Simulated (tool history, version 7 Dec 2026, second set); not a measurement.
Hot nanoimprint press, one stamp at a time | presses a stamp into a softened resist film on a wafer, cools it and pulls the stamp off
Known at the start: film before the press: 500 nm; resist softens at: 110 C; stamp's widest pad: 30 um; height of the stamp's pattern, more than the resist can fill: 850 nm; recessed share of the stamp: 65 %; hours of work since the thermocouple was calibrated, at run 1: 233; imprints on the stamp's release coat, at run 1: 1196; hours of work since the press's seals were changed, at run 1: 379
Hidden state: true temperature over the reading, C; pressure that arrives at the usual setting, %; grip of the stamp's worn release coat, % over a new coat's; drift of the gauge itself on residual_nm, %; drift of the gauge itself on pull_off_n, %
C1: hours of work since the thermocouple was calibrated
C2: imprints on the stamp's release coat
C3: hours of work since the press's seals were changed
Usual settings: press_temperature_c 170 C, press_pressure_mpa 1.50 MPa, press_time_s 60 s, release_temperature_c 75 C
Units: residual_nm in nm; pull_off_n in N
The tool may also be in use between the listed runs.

Run 1, hour 0.0: usual settings; C1 233; C2 1196; C3 379. Result: residual_nm 184.7 nm, pull_off_n 125 N.
Run 2, hour 64.4: usual settings; C1 270; C2 1449; C3 417. Result: residual_nm 182.9 nm, pull_off_n 130 N.
Run 3, hour 112.2: usual settings but press_time_s 30 s; C1 298; C2 1636; C3 444. Result: residual_nm 241.7 nm, pull_off_n 145 N.
Run 4, hour 180.2: usual settings but press_time_s 30 s; C1 337; C2 1903; C3 484. Result: residual_nm 239.8 nm, pull_off_n 149 N.
Run 5, hour 239.6: usual settings but press_time_s 30 s; C1 372; C2 2136; C3 518. Result: residual_nm 238.2 nm, pull_off_n 156 N.
Run 6, hour 280.5: usual settings but press_pressure_mpa 2.03 MPa, press_time_s 30 s; C1 396; C2 2297; C3 542. Result: residual_nm 209.6 nm, pull_off_n 160 N.
At hour 298.5: stamp cleaned and given a new release coat.
Run 7, hour 328.2: usual settings but release_temperature_c 64 C; C1 420; C2 116; C3 566. Result: residual_nm 178.1 nm, pull_off_n 101 N.
At hour 400.5: plate thermocouple calibrated.
Run 8, hour 401.7: usual settings but release_temperature_c 64 C; C1 1; C2 393; C3 607. Result: residual_nm 172.2 nm, pull_off_n 113 N.
Run 9, hour 445.9: usual settings but press_time_s 40 s; C1 26; C2 566; C3 633. Result: residual_nm 203.6 nm, pull_off_n 114 N.
Run 10, hour 483.6: usual settings but press_time_s 40 s; C1 48; C2 714; C3 655. Result: residual_nm 202.5 nm, pull_off_n 119 N.
Run 11, hour 524.1: usual settings; C1 72; C2 873; C3 678. Result: residual_nm 168.1 nm, pull_off_n 121 N.
Run 12, hour 591.4: usual settings; C1 111; C2 1137; C3 717. Result: residual_nm 167.8 nm, pull_off_n 127 N.
At hour 626.4: plate thermocouple calibrated, once more.
Run 13, hour 648.7: usual settings but release_temperature_c 80 C; C1 13; C2 1350; C3 749. Result: residual_nm 192.3 nm, pull_off_n 135 N.
Run 14, hour 711.4: usual settings; C1 49; C2 1596; C3 785. Result: residual_nm 192.4 nm, pull_off_n 146 N.
Run 15, hour 778.5: usual settings; C1 88; C2 1859; C3 824. Result: residual_nm 191.1 nm, pull_off_n 154 N.
Run 16, hour 828.7: usual settings; C1 117; C2 2056; C3 853. Result: residual_nm 189.6 nm, pull_off_n 155 N.
Run 17, hour 863.2: usual settings but press_temperature_c 175 C, press_pressure_mpa 1.19 MPa, press_time_s 115 s, release_temperature_c 71 C; C1 137; C2 2191; C3 873. Result: residual_nm 119.4 nm, pull_off_n 164 N.
At hour 906.3: stamp cleaned and given a new release coat.
Run 18, hour 927.0: usual settings but press_temperature_c 179 C, press_pressure_mpa 1.67 MPa, press_time_s 47 s, release_temperature_c 78 C; C1 171; C2 81; C3 907. Result: residual_nm 125.3 nm, pull_off_n 94 N.
Run 19, hour 995.7: usual settings but release_temperature_c 73 C; C1 211; C2 351; C3 947. Result: residual_nm 183.7 nm, pull_off_n 106 N.
Run 20, hour 1038.8: usual settings but press_pressure_mpa 1.03 MPa, press_time_s 48 s, release_temperature_c 77 C; C1 236; C2 520; C3 972. Result: residual_nm 235.4 nm, pull_off_n 108 N.
Run 21, hour 1105.0: usual settings but press_pressure_mpa 1.03 MPa, press_time_s 48 s, release_temperature_c 77 C; C1 274; C2 780; C3 1010. Result: residual_nm 236.4 nm, pull_off_n 115 N.
Run 22, hour 1162.3: usual settings but press_temperature_c 177 C, press_pressure_mpa 2.02 MPa, press_time_s 106 s, release_temperature_c 79 C; C1 308; C2 1005; C3 1044. Result: residual_nm 85.6 nm, pull_off_n 120 N.
Run 23, hour 1199.0: usual settings but press_temperature_c 172 C, press_pressure_mpa 2.02 MPa, press_time_s 106 s, release_temperature_c 72 C; C1 329; C2 1149; C3 1065. Result: residual_nm 111.4 nm, pull_off_n 133 N.
Run 24, hour 1243.4: usual settings but press_temperature_c 168 C, press_pressure_mpa 1.79 MPa, press_time_s 99 s, release_temperature_c 76 C; C1 355; C2 1323; C3 1091. Result: residual_nm 150.1 nm, pull_off_n 131 N.
Run 25, hour 1300.4: usual settings but press_pressure_mpa 1.60 MPa, release_temperature_c 70 C; C1 388; C2 1546; C3 1124. Result: residual_nm 174.4 nm, pull_off_n 145 N.
Run 26, hour 1362.8: usual settings but press_pressure_mpa 2.23 MPa, press_time_s 62 s, release_temperature_c 65 C; C1 424; C2 1791; C3 1160. Result: residual_nm 148.7 nm, pull_off_n 156 N.
Run 27, hour 1415.3: usual settings but press_temperature_c 175 C, press_pressure_mpa 1.28 MPa, press_time_s 104 s, release_temperature_c 83 C; C1 454; C2 1997; C3 1190. Result: residual_nm 114.2 nm, pull_off_n 148 N.
At hour 1428.3: plate thermocouple calibrated.
Run 28, hour 1451.4: usual settings but press_temperature_c 175 C, press_pressure_mpa 1.28 MPa, press_time_s 104 s, release_temperature_c 83 C; C1 13; C2 2127; C3 1210. Result: residual_nm 126.1 nm, pull_off_n 153 N.
Run 29, hour 1488.9: usual settings but release_temperature_c 71 C; C1 35; C2 2274; C3 1231. Result: residual_nm 195.1 nm, pull_off_n 165 N.

Some steps in residual_nm between neighbouring runs. How much of each would the tool show without its hidden state too (settings, what came in, random variation), and how much is left for the hidden state, with any gauge scatter that isn't in both results?
Run 12 -> 13: release_temperature_c 75 -> 80, plate thermocouple calibrated, once more. residual_nm +24.5 nm: hidden state +25.2, all else -0.7.
Run 16 -> 17: press_temperature_c 170 -> 175, press_pressure_mpa 1.50 -> 1.19, press_time_s 60 -> 115, release_temperature_c 75 -> 71. residual_nm -70.2 nm: hidden state -0.3, all else -69.9.
Run 21 -> 22: press_temperature_c 170 -> 177, press_pressure_mpa 1.03 -> 2.02, press_time_s 48 -> 106, release_temperature_c 77 -> 79. residual_nm -150.8 nm: hidden state +6.2, all else -157.0.
Run 27 -> 28: plate thermocouple calibrated. residual_nm +11.9 nm: hidden state +10.7, all else +1.2.

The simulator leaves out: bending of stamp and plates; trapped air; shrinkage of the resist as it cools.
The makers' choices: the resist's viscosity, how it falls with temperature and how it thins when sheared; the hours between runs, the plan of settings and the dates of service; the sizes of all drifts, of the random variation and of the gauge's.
